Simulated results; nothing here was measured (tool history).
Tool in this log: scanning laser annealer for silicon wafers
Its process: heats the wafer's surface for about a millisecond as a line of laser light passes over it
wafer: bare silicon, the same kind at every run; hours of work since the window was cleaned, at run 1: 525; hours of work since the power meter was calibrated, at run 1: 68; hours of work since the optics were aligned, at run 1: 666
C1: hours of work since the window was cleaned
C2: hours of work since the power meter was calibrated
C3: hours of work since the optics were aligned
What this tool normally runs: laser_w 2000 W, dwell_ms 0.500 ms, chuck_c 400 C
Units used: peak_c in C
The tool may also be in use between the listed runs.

Run 1, hour 0.0: usual settings; C1 525; C2 68; C3 666. Result: peak_c 1143 C.
Run 2, hour 5.0: usual settings; C1 527; C2 71; C3 669. Result: peak_c 1145 C.
Run 3, hour 14.0: usual settings; C1 532; C2 76; C3 673. Result: peak_c 1142 C.
Run 4, hour 18.8: usual settings; C1 535; C2 78; C3 676. Result: peak_c 1145 C.
Run 5, hour 22.7: usual settings; C1 537; C2 80; C3 678. Result: peak_c 1143 C.
Run 6, hour 27.8: usual settings; C1 539; C2 83; C3 681. Result: peak_c 1147 C.
Run 7, hour 36.6: usual settings but dwell_ms 0.410 ms; C1 544; C2 87; C3 685. Result: peak_c 1070 C.
Run 8, hour 43.6: usual settings but laser_w 1837 W; C1 547; C2 91; C3 689. Result: peak_c 1067 C.
Run 9, hour 48.1: usual settings but laser_w 1837 W; C1 550; C2 93; C3 691. Result: peak_c 1067 C.
Run 10, hour 54.4: usual settings but laser_w 1837 W; C1 553; C2 97; C3 694. Result: peak_c 1067 C.
Run 11, hour 59.6: usual settings but laser_w 1837 W, dwell_ms 0.600 ms; C1 556; C2 99; C3 697. Result: peak_c 1133 C.
Run 12, hour 68.0: usual settings but laser_w 1837 W, dwell_ms 0.450 ms; C1 560; C2 104; C3 702. Result: peak_c 1033 C.
Run 13, hour 74.2: usual settings but laser_w 2039 W; C1 563; C2 107; C3 705. Result: peak_c 1157 C.
Run 14, hour 82.6: usual settings but laser_w 2183 W, dwell_ms 0.363 ms, chuck_c 432 C; C1 568; C2 111; C3 709. Result: peak_c 1135 C.
Run 15, hour 90.0: usual settings but laser_w 2183 W, dwell_ms 0.363 ms, chuck_c 432 C; C1 572; C2 115; C3 713. Result: peak_c 1127 C.
Run 16, hour 95.8: usual settings but chuck_c 406 C; C1 575; C2 118; C3 716. Result: peak_c 1144 C.
Run 17, hour 104.7: usual settings but dwell_ms 0.380 ms, chuck_c 364 C; C1 579; C2 123; C3 721. Result: peak_c 1006 C.
Run 18, hour 110.8: usual settings but laser_w 1980 W, dwell_ms 0.509 ms, chuck_c 372 C; C1 582; C2 126; C3 724. Result: peak_c 1108 C.
Run 19, hour 115.4: usual settings but laser_w 2074 W, dwell_ms 0.509 ms, chuck_c 372 C; C1 585; C2 128; C3 726. Result: peak_c 1153 C.
Run 20, hour 120.1: usual settings but laser_w 1716 W, dwell_ms 0.553 ms, chuck_c 369 C; C1 587; C2 131; C3 729. Result: peak_c 1011 C.
Run 21, hour 126.7: usual settings but laser_w 1851 W, chuck_c 369 C; C1 591; C2 134; C3 732. Result: peak_c 1040 C.
Run 22, hour 133.4: usual settings but laser_w 2187 W, dwell_ms 0.396 ms, chuck_c 431 C; C1 594; C2 138; C3 736. Result: peak_c 1164 C.
Run 23, hour 138.6: usual settings but laser_w 2187 W, dwell_ms 0.597 ms, chuck_c 364 C; C1 597; C2 140; C3 738. Result: peak_c 1268 C.
Run 24, hour 144.4: usual settings but laser_w 2024 W, dwell_ms 0.484 ms, chuck_c 375 C; C1 600; C2 143; C3 741. Result: peak_c 1112 C.
Run 25, hour 148.7: usual settings but laser_w 2024 W, dwell_ms 0.484 ms, chuck_c 375 C; C1 602; C2 146; C3 744. Result: peak_c 1108 C.

4 ways to go on from here, each from the tool as it stands after run 25. What would each give?
Run A, hour 158.0: usual settings but laser_w 1769 W, dwell_ms 0.397 ms, chuck_c 389 C; C1 607; C2 150; C3 748. Result: peak_c ?.
Run B, hour 158.0: usual settings but chuck_c 406 C; C1 607; C2 150; C3 748. Result: peak_c ?.
Run C, hour 158.0: usual settings but laser_w 1802 W, dwell_ms 0.484 ms, chuck_c 375 C; C1 607; C2 150; C3 748. Result: peak_c ?.
Run D, hour 158.0: usual settings but laser_w 1717 W, dwell_ms 0.432 ms, chuck_c 430 C; C1 607; C2 150; C3 748. Result: peak_c ?.

run  peak_c
  A     953
  B    1142
  C    1011
  D     997
Without the tool's hidden state the same runs would have given:
run  peak_c
  A    1002
  B    1207
  C    1067
  D    1046
